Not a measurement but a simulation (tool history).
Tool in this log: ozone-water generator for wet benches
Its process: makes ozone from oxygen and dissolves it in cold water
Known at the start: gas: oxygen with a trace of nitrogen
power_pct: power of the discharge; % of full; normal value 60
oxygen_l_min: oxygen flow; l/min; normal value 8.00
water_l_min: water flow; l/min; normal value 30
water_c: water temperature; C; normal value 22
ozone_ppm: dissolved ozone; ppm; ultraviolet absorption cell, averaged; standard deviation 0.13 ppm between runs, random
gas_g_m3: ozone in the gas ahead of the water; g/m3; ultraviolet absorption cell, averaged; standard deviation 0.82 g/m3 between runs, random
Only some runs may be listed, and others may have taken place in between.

{"run": 1, "hour": 0.0, "power_pct": 60, "oxygen_l_min": 8.0, "water_l_min": 30, "water_c": 22, "ozone_ppm": 13.0, "gas_g_m3": 128.8}
{"run": 2, "hour": 71.5, "power_pct": 60, "oxygen_l_min": 8.0, "water_l_min": 30, "water_c": 22, "ozone_ppm": 12.9, "gas_g_m3": 128.8}
{"hour": 218.6, "done": "water thermometer calibrated"}
{"run": 3, "hour": 219.2, "power_pct": 60, "oxygen_l_min": 8.0, "water_l_min": 30, "water_c": 22, "ozone_ppm": 12.7, "gas_g_m3": 128.1}
{"run": 4, "hour": 327.0, "power_pct": 60, "oxygen_l_min": 8.0, "water_l_min": 30, "water_c": 22, "ozone_ppm": 13.0, "gas_g_m3": 129.0}
{"run": 5, "hour": 419.8, "power_pct": 60, "oxygen_l_min": 8.0, "water_l_min": 30, "water_c": 22, "ozone_ppm": 12.8, "gas_g_m3": 127.7}
{"run": 6, "hour": 575.3, "power_pct": 60, "oxygen_l_min": 8.0, "water_l_min": 34, "water_c": 22, "ozone_ppm": 11.6, "gas_g_m3": 127.7}
{"run": 7, "hour": 692.1, "power_pct": 60, "oxygen_l_min": 8.0, "water_l_min": 34, "water_c": 22, "ozone_ppm": 11.7, "gas_g_m3": 128.8}
{"run": 8, "hour": 781.2, "power_pct": 60, "oxygen_l_min": 8.0, "water_l_min": 34, "water_c": 22, "ozone_ppm": 11.6, "gas_g_m3": 126.9}
{"run": 9, "hour": 851.3, "power_pct": 60, "oxygen_l_min": 8.0, "water_l_min": 30, "water_c": 22, "ozone_ppm": 12.7, "gas_g_m3": 128.5}
{"run": 10, "hour": 988.5, "power_pct": 60, "oxygen_l_min": 8.0, "water_l_min": 30, "water_c": 22, "ozone_ppm": 12.7, "gas_g_m3": 127.0}
{"run": 11, "hour": 1091.1, "power_pct": 60, "oxygen_l_min": 11.07, "water_l_min": 30, "water_c": 22, "ozone_ppm": 13.3, "gas_g_m3": 112.7}
{"run": 12, "hour": 1214.3, "power_pct": 60, "oxygen_l_min": 11.07, "water_l_min": 30, "water_c": 22, "ozone_ppm": 13.2, "gas_g_m3": 113.5}
{"run": 13, "hour": 1285.5, "power_pct": 60, "oxygen_l_min": 11.07, "water_l_min": 30, "water_c": 22, "ozone_ppm": 13.2, "gas_g_m3": 114.3}
{"run": 14, "hour": 1442.8, "power_pct": 60, "oxygen_l_min": 11.07, "water_l_min": 30, "water_c": 22, "ozone_ppm": 12.8, "gas_g_m3": 111.8}
{"run": 15, "hour": 1531.4, "power_pct": 60, "oxygen_l_min": 8.0, "water_l_min": 30, "water_c": 24, "ozone_ppm": 12.1, "gas_g_m3": 127.1}
{"run": 16, "hour": 1597.5, "power_pct": 60, "oxygen_l_min": 5.37, "water_l_min": 30, "water_c": 22, "ozone_ppm": 11.9, "gas_g_m3": 146.6}
{"run": 17, "hour": 1666.5, "power_pct": 60, "oxygen_l_min": 7.57, "water_l_min": 18, "water_c": 22, "ozone_ppm": 17.3, "gas_g_m3": 129.9}
{"run": 18, "hour": 1799.7, "power_pct": 50, "oxygen_l_min": 7.57, "water_l_min": 34, "water_c": 22, "ozone_ppm": 10.1, "gas_g_m3": 114.6}
{"run": 19, "hour": 1903.8, "power_pct": 60, "oxygen_l_min": 10.58, "water_l_min": 30, "water_c": 17, "ozone_ppm": 14.0, "gas_g_m3": 114.1}
{"run": 20, "hour": 1984.4, "power_pct": 89, "oxygen_l_min": 10.5, "water_l_min": 22, "water_c": 19, "ozone_ppm": 21.2, "gas_g_m3": 148.2}
{"run": 21, "hour": 2127.2, "power_pct": 89, "oxygen_l_min": 10.5, "water_l_min": 22, "water_c": 19, "ozone_ppm": 21.3, "gas_g_m3": 148.0}
{"run": 22, "hour": 2196.3, "power_pct": 42, "oxygen_l_min": 10.5, "water_l_min": 33, "water_c": 24, "ozone_ppm": 9.2, "gas_g_m3": 90.5}
{"run": 23, "hour": 2314.0, "power_pct": 42, "oxygen_l_min": 10.5, "water_l_min": 33, "water_c": 24, "ozone_ppm": 9.3, "gas_g_m3": 88.7}
{"run": 24, "hour": 2422.6, "power_pct": 42, "oxygen_l_min": 10.5, "water_l_min": 33, "water_c": 24, "ozone_ppm": 9.2, "gas_g_m3": 89.8}
{"run": 25, "hour": 2579.4, "power_pct": 42, "oxygen_l_min": 5.21, "water_l_min": 22, "water_c": 24, "ozone_ppm": 11.0, "gas_g_m3": 115.5}
{"run": 26, "hour": 2734.0, "power_pct": 71, "oxygen_l_min": 5.21, "water_l_min": 22, "water_c": 20, "ozone_ppm": 16.5, "gas_g_m3": 164.1}
{"run": 27, "hour": 2831.8, "power_pct": 71, "oxygen_l_min": 4.56, "water_l_min": 22, "water_c": 20, "ozone_ppm": 16.2, "gas_g_m3": 169.3}
{"run": 28, "hour": 2967.1, "power_pct": 79, "oxygen_l_min": 8.0, "water_l_min": 25, "water_c": 22, "ozone_ppm": 16.5, "gas_g_m3": 147.8}
{"run": 29, "hour": 3049.9, "power_pct": 53, "oxygen_l_min": 13.53, "water_l_min": 25, "water_c": 23, "ozone_ppm": 13.0, "gas_g_m3": 96.3}
{"hour": 3130.4, "done": "water thermometer calibrated"}
{"run": 30, "hour": 3174.1, "power_pct": 75, "oxygen_l_min": 8.0, "water_l_min": 30, "water_c": 17, "ozone_ppm": 15.3, "gas_g_m3": 144.2}
{"run": 31, "hour": 3281.8, "power_pct": 60, "oxygen_l_min": 8.19, "water_l_min": 30, "water_c": 22, "ozone_ppm": 12.3, "gas_g_m3": 123.6}
{"run": 32, "hour": 3385.7, "power_pct": 44, "oxygen_l_min": 4.48, "water_l_min": 39, "water_c": 16, "ozone_ppm": 7.4, "gas_g_m3": 125.8}

4 ways to go on from here, each from the tool as it stands after run 32. What would each give?
{"run": "A", "hour": 3481.9, "power_pct": 44, "oxygen_l_min": 5.02, "water_l_min": 21, "water_c": 28, "ozone_ppm": "?", "gas_g_m3": "?"}
{"run": "B", "hour": 3481.9, "power_pct": 67, "oxygen_l_min": 8.13, "water_l_min": 43, "water_c": 16, "ozone_ppm": "?", "gas_g_m3": "?"}
{"run": "C", "hour": 3481.9, "power_pct": 60, "oxygen_l_min": 5.04, "water_l_min": 26, "water_c": 18, "ozone_ppm": "?", "gas_g_m3": "?"}
{"run": "D", "hour": 3481.9, "power_pct": 60, "oxygen_l_min": 8.0, "water_l_min": 44, "water_c": 22, "ozone_ppm": "?", "gas_g_m3": "?"}

run=A ozone_ppm=10.7 gas_g_m3=119.1
run=B ozone_ppm=10.8 gas_g_m3=131.2
run=C ozone_ppm=13.2 gas_g_m3=146.8
run=D ozone_ppm=9.2 gas_g_m3=124.1
With the hidden condition removed and each run's random variation left untouched, the same runs would have given:
run=A ozone_ppm=11.5 gas_g_m3=123.7
run=B ozone_ppm=11.9 gas_g_m3=138.5
run=C ozone_ppm=14.4 gas_g_m3=154.2
run=D ozone_ppm=10.2 gas_g_m3=130.4
